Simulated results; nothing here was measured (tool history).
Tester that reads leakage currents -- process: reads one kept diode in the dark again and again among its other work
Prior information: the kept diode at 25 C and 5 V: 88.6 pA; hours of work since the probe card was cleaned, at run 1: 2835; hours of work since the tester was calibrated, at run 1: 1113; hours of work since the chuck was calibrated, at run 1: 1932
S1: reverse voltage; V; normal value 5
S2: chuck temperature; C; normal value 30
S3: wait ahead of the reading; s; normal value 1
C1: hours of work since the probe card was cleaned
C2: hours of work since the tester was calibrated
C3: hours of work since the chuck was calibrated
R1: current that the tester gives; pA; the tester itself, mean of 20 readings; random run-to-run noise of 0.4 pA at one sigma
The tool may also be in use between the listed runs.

run   hour     S1  S2    S3    C1    C2    C3      R1
  1      0      5  30     1  2835  1113  1932  128.86
  2   31.4      5  30  0.81  2854  1132  1952  129.38
      59.7  -- chuck's temperature calibrated
  3   79.8      5  30  0.81  2883  1161    12  146.38
  4    119      5  30     1  2907  1185    37  146.78
  5  148.9      5  30     1  2925  1203    55  146.45
  6  174.6      5  30     1  2941  1219    71  146.33
  7  196.3      5  30     1  2954  1232    84  147.21
  8  242.5      5  30     1  2983  1261   113   146.4
  9  268.2      5  30     1  2999  1277   129  146.51
 10  292.5  10.84  30     1  3014  1292   144  228.79

Run 11 is up next; what results do you expect?
 11  336.6  1.05  30  0.59  3041  1319  171   ?

{"run 11": {"R1": 61.35}}
With no hidden state in the tool, this same run would have given R1 58.54 pA.
